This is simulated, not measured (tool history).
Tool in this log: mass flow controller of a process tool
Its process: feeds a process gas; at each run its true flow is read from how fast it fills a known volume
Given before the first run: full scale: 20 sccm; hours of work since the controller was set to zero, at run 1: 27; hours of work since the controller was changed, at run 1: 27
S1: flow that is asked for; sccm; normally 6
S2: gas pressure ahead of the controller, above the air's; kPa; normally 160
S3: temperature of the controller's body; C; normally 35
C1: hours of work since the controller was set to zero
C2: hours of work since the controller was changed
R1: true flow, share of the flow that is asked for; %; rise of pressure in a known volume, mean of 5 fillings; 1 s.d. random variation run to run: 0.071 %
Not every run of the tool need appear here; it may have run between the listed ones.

| run | hour | S1 | S2 | S3 | C1 | C2 | R1 |
|---|---|---|---|---|---|---|---|
| 1 | 0 | 6 | 160 | 35 | 27 | 27 | 99.94 |
| 2 | 61.1 | 6 | 168 | 35 | 55 | 55 | 99.96 |
| 3 | 135.3 | 6 | 164 | 35 | 90 | 90 | 100.07 |
| 4 | 177.4 | 6 | 218 | 35 | 109 | 109 | 100.18 |
| 5 | 248.3 | 6 | 184 | 35 | 142 | 142 | 100.13 |
| 6 | 337.5 | 5 | 201 | 35 | 184 | 184 | 100.08 |
| 7 | 417.8 | 4 | 183 | 28 | 221 | 221 | 99.86 |
| 8 | 485.2 | 9 | 253 | 35 | 253 | 253 | 100.39 |
| 9 | 563.9 | 6 | 277 | 20 | 289 | 289 | 99.72 |
| 10 | 609.6 | 10 | 160 | 32 | 311 | 311 | 100 |

Branching from run 10: 4 alternative next runs. What would each branch give?
| A | 699 | 14 | 194 | 32 | 352 | 352 | ? |
| B | 699 | 10 | 254 | 39 | 352 | 352 | ? |
| C | 699 | 11 | 273 | 39 | 352 | 352 | ? |
| D | 699 | 10 | 160 | 25 | 352 | 352 | ? |

| run | R1 |
|---|---|
| A | 100.3 |
| B | 100.51 |
| C | 100.48 |
| D | 99.72 |
Without the tool's unlogged condition, the same runs would have read:
| run | R1 |
|---|---|
| A | 100.08 |
| B | 100.25 |
| C | 100.24 |
| D | 99.45 |
